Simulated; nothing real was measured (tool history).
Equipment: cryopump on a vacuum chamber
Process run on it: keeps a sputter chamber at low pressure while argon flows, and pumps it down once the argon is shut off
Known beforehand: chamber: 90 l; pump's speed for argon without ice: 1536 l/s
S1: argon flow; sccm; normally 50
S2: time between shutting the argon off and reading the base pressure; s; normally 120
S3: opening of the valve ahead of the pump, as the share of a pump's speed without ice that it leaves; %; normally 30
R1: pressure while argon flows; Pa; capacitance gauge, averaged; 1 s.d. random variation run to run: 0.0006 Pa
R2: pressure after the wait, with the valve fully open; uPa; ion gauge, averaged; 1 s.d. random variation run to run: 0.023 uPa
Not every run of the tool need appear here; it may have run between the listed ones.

| run | hour | S1 | S2 | S3 | R1 | R2 |
|---|---|---|---|---|---|---|
| 1 | 0.0 | 50 | 120 | 30 | 0.1918 | 0.91 |
| 2 | 56.9 | 75 | 120 | 30 | 0.2879 | 0.97 |
| 3 | 113.5 | 75 | 120 | 30 | 0.2890 | 1.01 |
|  | 155.6 | pump warmed up, emptied and cooled again |
| 4 | 163.1 | 75 | 120 | 30 | 0.2756 | 0.92 |
| 5 | 216.3 | 50 | 120 | 22 | 0.2521 | 0.96 |
| 6 | 312.6 | 50 | 120 | 22 | 0.2511 | 1.02 |
| 7 | 363.1 | 50 | 120 | 22 | 0.2519 | 1.07 |
| 8 | 442.6 | 50 | 120 | 30 | 0.1860 | 1.10 |
| 9 | 527.5 | 50 | 120 | 30 | 0.1864 | 1.12 |
| 10 | 589.1 | 50 | 120 | 55 | 0.1025 | 1.12 |
| 11 | 631.6 | 50 | 120 | 55 | 0.1038 | 1.18 |
| 12 | 694.0 | 50 | 120 | 15 | 0.3693 | 1.17 |
| 13 | 741.2 | 50 | 120 | 30 | 0.1865 | 1.23 |
| 14 | 828.9 | 50 | 120 | 30 | 0.1869 | 1.21 |
| 15 | 895.5 | 50 | 120 | 30 | 0.1871 | 1.22 |
| 16 | 939.5 | 39 | 120 | 30 | 0.1455 | 1.29 |
| 17 | 1020.7 | 39 | 120 | 30 | 0.1472 | 1.32 |
| 18 | 1077.4 | 50 | 27 | 30 | 0.1878 | 3.42 |
| 19 | 1135.4 | 28 | 224 | 16 | 0.1956 | 1.09 |
| 20 | 1200.6 | 28 | 263 | 16 | 0.1959 | 1.03 |
| 21 | 1294.3 | 42 | 165 | 20 | 0.2356 | 1.26 |
| 22 | 1380.4 | 42 | 165 | 20 | 0.2360 | 1.22 |
| 23 | 1428.6 | 42 | 165 | 20 | 0.2369 | 1.34 |
| 24 | 1517.9 | 42 | 165 | 20 | 0.2364 | 1.37 |
| 25 | 1592.9 | 42 | 165 | 20 | 0.2378 | 1.35 |
| 26 | 1673.1 | 21 | 139 | 24 | 0.0994 | 1.54 |
| 27 | 1732.5 | 21 | 33 | 17 | 0.1388 | 3.05 |
| 28 | 1801.3 | 29 | 55 | 16 | 0.2043 | 2.26 |
| 29 | 1857.8 | 29 | 55 | 16 | 0.2049 | 2.38 |
|  | 1934.1 | pump warmed up, emptied and cooled again |
| 30 | 1938.0 | 29 | 55 | 16 | 0.2003 | 2.25 |
| 31 | 2022.3 | 29 | 55 | 16 | 0.1994 | 2.34 |
| 32 | 2064.8 | 61 | 152 | 50 | 0.1362 | 1.50 |
| 33 | 2128.0 | 22 | 152 | 42 | 0.0581 | 1.52 |
| 34 | 2190.7 | 22 | 152 | 42 | 0.0585 | 1.56 |

Branching from run 34: 3 alternative next runs. What would each branch give?
| A | 2234.9 | 39 | 120 | 42 | ? | ? |
| B | 2234.9 | 54 | 120 | 30 | ? | ? |
| C | 2234.9 | 26 | 40 | 22 | ? | ? |

| run | R1 | R2 |
|---|---|---|
| A | 0.1040 | 1.67 |
| B | 0.2007 | 1.70 |
| C | 0.1316 | 2.92 |
With the hidden condition removed and each run's random variation left untouched, the same runs would have given:
| run | R1 | R2 |
|---|---|---|
| A | 0.1020 | 0.78 |
| B | 0.1980 | 0.82 |
| C | 0.1303 | 2.02 |

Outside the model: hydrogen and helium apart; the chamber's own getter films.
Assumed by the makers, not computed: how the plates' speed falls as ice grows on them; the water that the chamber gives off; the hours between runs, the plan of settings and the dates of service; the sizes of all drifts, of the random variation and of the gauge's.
